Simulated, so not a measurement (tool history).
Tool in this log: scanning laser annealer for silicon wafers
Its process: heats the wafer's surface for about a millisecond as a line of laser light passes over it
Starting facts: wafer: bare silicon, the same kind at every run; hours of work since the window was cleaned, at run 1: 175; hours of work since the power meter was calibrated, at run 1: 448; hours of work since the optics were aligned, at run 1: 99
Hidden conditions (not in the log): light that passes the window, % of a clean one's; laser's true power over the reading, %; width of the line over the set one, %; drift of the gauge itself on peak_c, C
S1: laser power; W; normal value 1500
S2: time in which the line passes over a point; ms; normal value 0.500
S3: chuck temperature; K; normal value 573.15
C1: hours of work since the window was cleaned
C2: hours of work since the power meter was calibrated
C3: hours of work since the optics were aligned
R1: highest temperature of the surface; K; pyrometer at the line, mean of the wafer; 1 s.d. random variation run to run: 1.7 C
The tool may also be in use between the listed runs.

{"run": 1, "day": 0.0, "S1": 1500, "S2": 0.5, "S3": 573.15, "C1": 175, "C2": 448, "C3": 99, "R1": 1407.15}
{"run": 2, "day": 0.312, "S1": 1500, "S2": 0.5, "S3": 573.15, "C1": 180, "C2": 454, "C3": 105, "R1": 1402.15}
{"run": 3, "day": 0.675, "S1": 1500, "S2": 0.5, "S3": 565.15, "C1": 187, "C2": 460, "C3": 111, "R1": 1396.15}
{"run": 4, "day": 1.367, "S1": 1500, "S2": 0.5, "S3": 573.15, "C1": 199, "C2": 472, "C3": 123, "R1": 1404.15}
{"run": 5, "day": 1.871, "S1": 1500, "S2": 0.5, "S3": 573.15, "C1": 208, "C2": 481, "C3": 132, "R1": 1406.15}
{"run": 6, "day": 2.546, "S1": 1365, "S2": 0.5, "S3": 573.15, "C1": 220, "C2": 493, "C3": 144, "R1": 1330.15}
{"run": 7, "day": 3.025, "S1": 1365, "S2": 0.5, "S3": 573.15, "C1": 228, "C2": 502, "C3": 153, "R1": 1328.15}
{"run": 8, "day": 3.762, "S1": 1365, "S2": 0.5, "S3": 573.15, "C1": 241, "C2": 515, "C3": 166, "R1": 1329.15}
{"run": 9, "day": 4.379, "S1": 1365, "S2": 0.5, "S3": 573.15, "C1": 252, "C2": 525, "C3": 176, "R1": 1329.15}
{"run": 10, "day": 4.996, "S1": 1500, "S2": 0.5, "S3": 558.15, "C1": 263, "C2": 536, "C3": 187, "R1": 1388.15}
{"run": 11, "day": 5.379, "S1": 1500, "S2": 0.5, "S3": 573.15, "C1": 270, "C2": 543, "C3": 194, "R1": 1403.15}
{"run": 12, "day": 6.008, "S1": 1648, "S2": 0.553, "S3": 573.15, "C1": 281, "C2": 554, "C3": 205, "R1": 1525.15}
{"run": 13, "day": 6.312, "S1": 1648, "S2": 0.553, "S3": 573.15, "C1": 286, "C2": 560, "C3": 211, "R1": 1524.15}
{"run": 14, "day": 6.683, "S1": 1648, "S2": 0.553, "S3": 573.15, "C1": 293, "C2": 566, "C3": 217, "R1": 1529.15}
{"run": 15, "day": 7.267, "S1": 1648, "S2": 0.553, "S3": 573.15, "C1": 303, "C2": 576, "C3": 227, "R1": 1524.15}
{"run": 16, "day": 7.683, "S1": 1621, "S2": 0.472, "S3": 554.15, "C1": 310, "C2": 584, "C3": 235, "R1": 1421.15}
{"run": 17, "day": 8.312, "S1": 1387, "S2": 0.605, "S3": 557.15, "C1": 322, "C2": 595, "C3": 246, "R1": 1395.15}
{"run": 18, "day": 8.988, "S1": 1565, "S2": 0.406, "S3": 603.15, "C1": 334, "C2": 607, "C3": 258, "R1": 1381.15}
{"run": 19, "day": 9.458, "S1": 1602, "S2": 0.462, "S3": 550.15, "C1": 342, "C2": 615, "C3": 266, "R1": 1396.15}
{"run": 20, "day": 9.825, "S1": 1502, "S2": 0.583, "S3": 556.15, "C1": 348, "C2": 622, "C3": 273, "R1": 1446.15}
{"run": 21, "day": 10.354, "S1": 1404, "S2": 0.5, "S3": 590.15, "C1": 358, "C2": 631, "C3": 282, "R1": 1364.15}

How would selected steps in R1 from run to run divide? Give the signed amount a tool lacking its hidden state would still show from settings, what came in and random variation, and the signed amount left for the hidden state, including any gauge scatter that is not in both of the compared results.
Run 9 -> 10: S1 1365 -> 1500, S3 573.15 -> 558.15. R1 +59.00 K: hidden state -2.00, all else +61.00.
Run 11 -> 12: S1 1500 -> 1648, S2 0.500 -> 0.553. R1 +122.00 K: hidden state -3.00, all else +125.00.
Run 15 -> 16: S1 1648 -> 1621, S2 0.553 -> 0.472, S3 573.15 -> 554.15. R1 -103.00 K: hidden state +1.00, all else -104.00.

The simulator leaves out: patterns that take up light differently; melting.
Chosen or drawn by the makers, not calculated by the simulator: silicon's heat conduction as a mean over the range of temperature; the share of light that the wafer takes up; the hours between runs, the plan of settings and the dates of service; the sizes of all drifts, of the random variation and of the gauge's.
